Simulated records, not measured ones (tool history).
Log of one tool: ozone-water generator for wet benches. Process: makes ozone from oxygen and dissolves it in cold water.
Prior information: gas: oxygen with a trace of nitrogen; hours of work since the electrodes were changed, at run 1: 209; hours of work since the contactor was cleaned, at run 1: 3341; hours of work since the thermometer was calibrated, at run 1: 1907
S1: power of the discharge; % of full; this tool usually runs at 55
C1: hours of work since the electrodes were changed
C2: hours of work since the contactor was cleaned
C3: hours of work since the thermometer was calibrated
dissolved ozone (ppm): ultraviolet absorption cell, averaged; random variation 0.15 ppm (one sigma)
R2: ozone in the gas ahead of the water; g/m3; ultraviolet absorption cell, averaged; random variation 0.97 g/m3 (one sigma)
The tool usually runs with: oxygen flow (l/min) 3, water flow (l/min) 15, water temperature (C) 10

run 1 hour=0 | S1=55 oxygen_flow_(l/min)=3 water_flow_(l/min)=15 water_temperature_(C)=10 | C1=209 C2=3341 C3=1907 | dissolved_ozone_(ppm)=19.3 R2=167.2
run 2 hour=22.9 | S1=55 oxygen_flow_(l/min)=3 water_flow_(l/min)=15 water_temperature_(C)=10 | C1=227 C2=3360 C3=1926 | dissolved_ozone_(ppm)=19.2 R2=167
run 3 hour=36.7 | S1=55 oxygen_flow_(l/min)=3 water_flow_(l/min)=15 water_temperature_(C)=7 | C1=238 C2=3371 C3=1937 | dissolved_ozone_(ppm)=19.8 R2=169.6
run 4 hour=62.3 | S1=55 oxygen_flow_(l/min)=3 water_flow_(l/min)=15 water_temperature_(C)=10 | C1=259 C2=3391 C3=1957 | dissolved_ozone_(ppm)=19.3 R2=169.1
run 5 hour=92.6 | S1=55 oxygen_flow_(l/min)=3 water_flow_(l/min)=15 water_temperature_(C)=10 | C1=284 C2=3416 C3=1982 | dissolved_ozone_(ppm)=19.5 R2=169.5
run 6 hour=120.8 | S1=55 oxygen_flow_(l/min)=3 water_flow_(l/min)=15 water_temperature_(C)=10 | C1=306 C2=3439 C3=2005 | dissolved_ozone_(ppm)=19.3 R2=168.4
run 7 hour=150.7 | S1=55 oxygen_flow_(l/min)=3 water_flow_(l/min)=15 water_temperature_(C)=10 | C1=331 C2=3463 C3=2029 | dissolved_ozone_(ppm)=19.3 R2=168.6
run 8 hour=172.6 | S1=55 oxygen_flow_(l/min)=3 water_flow_(l/min)=15 water_temperature_(C)=10 | C1=348 C2=3480 C3=2047 | dissolved_ozone_(ppm)=19.2 R2=167.5
run 9 hour=189.7 | S1=55 oxygen_flow_(l/min)=3 water_flow_(l/min)=15 water_temperature_(C)=10 | C1=362 C2=3494 C3=2060 | dissolved_ozone_(ppm)=19.1 R2=168.2
run 10 hour=207.3 | S1=55 oxygen_flow_(l/min)=3 water_flow_(l/min)=15 water_temperature_(C)=10 | C1=376 C2=3508 C3=2075 | dissolved_ozone_(ppm)=19.3 R2=168.5
run 11 hour=234 | S1=55 oxygen_flow_(l/min)=3 water_flow_(l/min)=15 water_temperature_(C)=14 | C1=398 C2=3530 C3=2096 | dissolved_ozone_(ppm)=18.5 R2=168.2
run 12 hour=253.2 | S1=55 oxygen_flow_(l/min)=3 water_flow_(l/min)=15 water_temperature_(C)=14 | C1=413 C2=3545 C3=2112 | dissolved_ozone_(ppm)=18.3 R2=169.4
-- hour=255.4 water thermometer calibrated
run 13 hour=273.2 | S1=55 oxygen_flow_(l/min)=3 water_flow_(l/min)=15 water_temperature_(C)=14 | C1=429 C2=3561 C3=14 | dissolved_ozone_(ppm)=18.2 R2=165.7
run 14 hour=304.3 | S1=55 oxygen_flow_(l/min)=3 water_flow_(l/min)=15 water_temperature_(C)=14 | C1=454 C2=3586 C3=40 | dissolved_ozone_(ppm)=18.4 R2=168
run 15 hour=319.9 | S1=55 oxygen_flow_(l/min)=1.73 water_flow_(l/min)=15 water_temperature_(C)=10 | C1=467 C2=3599 C3=52 | dissolved_ozone_(ppm)=18 R2=239
run 16 hour=332.6 | S1=55 oxygen_flow_(l/min)=2.43 water_flow_(l/min)=15 water_temperature_(C)=10 | C1=477 C2=3609 C3=62 | dissolved_ozone_(ppm)=18.8 R2=192.6
run 17 hour=348.2 | S1=55 oxygen_flow_(l/min)=2.43 water_flow_(l/min)=15 water_temperature_(C)=10 | C1=490 C2=3622 C3=75 | dissolved_ozone_(ppm)=18.9 R2=191.5
-- hour=353.3 water thermometer calibrated, once more
run 18 hour=377 | S1=41 oxygen_flow_(l/min)=3.95 water_flow_(l/min)=13 water_temperature_(C)=6 | C1=513 C2=3645 C3=19 | dissolved_ozone_(ppm)=18 R2=112.8
run 19 hour=407.8 | S1=41 oxygen_flow_(l/min)=3.95 water_flow_(l/min)=13 water_temperature_(C)=6 | C1=537 C2=3670 C3=44 | dissolved_ozone_(ppm)=18.3 R2=114
run 20 hour=433.3 | S1=74 oxygen_flow_(l/min)=3 water_flow_(l/min)=15 water_temperature_(C)=9 | C1=558 C2=3690 C3=65 | dissolved_ozone_(ppm)=24.1 R2=206.9
run 21 hour=464 | S1=55 oxygen_flow_(l/min)=3 water_flow_(l/min)=9 water_temperature_(C)=13 | C1=583 C2=3715 C3=89 | dissolved_ozone_(ppm)=27 R2=166.1
run 22 hour=495.7 | S1=55 oxygen_flow_(l/min)=3 water_flow_(l/min)=16 water_temperature_(C)=16 | C1=608 C2=3740 C3=115 | dissolved_ozone_(ppm)=17 R2=166.3
run 23 hour=521.1 | S1=40 oxygen_flow_(l/min)=3 water_flow_(l/min)=12 water_temperature_(C)=15 | C1=629 C2=3761 C3=136 | dissolved_ozone_(ppm)=16.6 R2=130.8
run 24 hour=546.7 | S1=55 oxygen_flow_(l/min)=3.92 water_flow_(l/min)=15 water_temperature_(C)=10 | C1=650 C2=3782 C3=156 | dissolved_ozone_(ppm)=19.1 R2=141.4
run 25 hour=571.5 | S1=55 oxygen_flow_(l/min)=3.92 water_flow_(l/min)=15 water_temperature_(C)=10 | C1=670 C2=3802 C3=176 | dissolved_ozone_(ppm)=19.3 R2=141.8
run 26 hour=590.4 | S1=55 oxygen_flow_(l/min)=5.17 water_flow_(l/min)=15 water_temperature_(C)=10 | C1=685 C2=3817 C3=191 | dissolved_ozone_(ppm)=18.8 R2=118.1
run 27 hour=608.4 | S1=55 oxygen_flow_(l/min)=3 water_flow_(l/min)=14 water_temperature_(C)=10 | C1=699 C2=3832 C3=206 | dissolved_ozone_(ppm)=20.1 R2=167.4
run 28 hour=630.3 | S1=55 oxygen_flow_(l/min)=3 water_flow_(l/min)=15 water_temperature_(C)=5 | C1=717 C2=3849 C3=224 | dissolved_ozone_(ppm)=20.1 R2=166.6
run 29 hour=653.5 | S1=55 oxygen_flow_(l/min)=3.48 water_flow_(l/min)=15 water_temperature_(C)=10 | C1=736 C2=3868 C3=242 | dissolved_ozone_(ppm)=19 R2=153.5
run 30 hour=675 | S1=55 oxygen_flow_(l/min)=3.48 water_flow_(l/min)=15 water_temperature_(C)=10 | C1=753 C2=3885 C3=260 | dissolved_ozone_(ppm)=18.7 R2=151.9
run 31 hour=698.4 | S1=55 oxygen_flow_(l/min)=3.48 water_flow_(l/min)=15 water_temperature_(C)=10 | C1=772 C2=3904 C3=279 | dissolved_ozone_(ppm)=18.9 R2=152.3
run 32 hour=713.7 | S1=55 oxygen_flow_(l/min)=3.48 water_flow_(l/min)=15 water_temperature_(C)=10 | C1=784 C2=3917 C3=291 | dissolved_ozone_(ppm)=19.1 R2=150.7

Results for each run, recomputed without the tool's hidden state and with each run's random variation untouched:
Hidden conditions of the tool in this case: yield of the discharge, % of new electrodes'; contactor's efficiency, % of a clean one's; true water temperature over the reading, C; drift of the gauge itself on ozone_ppm, %; drift of the gauge itself on gas_g_m3, %.
run=1 R2=166.1
run=2 R2=165.9
run=3 R2=168.5
run=4 R2=168.2
run=5 R2=168.6
run=6 R2=167.6
run=7 R2=167.8
run=8 R2=166.8
run=9 R2=167.6
run=10 R2=167.8
run=11 R2=167.6
run=12 R2=168.8
run=13 R2=165.2
run=14 R2=167.6
run=15 R2=238.4
run=16 R2=192.2
run=17 R2=191.1
run=18 R2=112.6
run=19 R2=113.9
run=20 R2=206.7
run=21 R2=166
run=22 R2=166.3
run=23 R2=130.8
run=24 R2=141.5
run=25 R2=141.9
run=26 R2=118.3
run=27 R2=167.7
run=28 R2=166.9
run=29 R2=153.9
run=30 R2=152.3
run=31 R2=152.8
run=32 R2=151.2
dissolved ozone (ppm): at most 0.3 away from the measurement, every run.
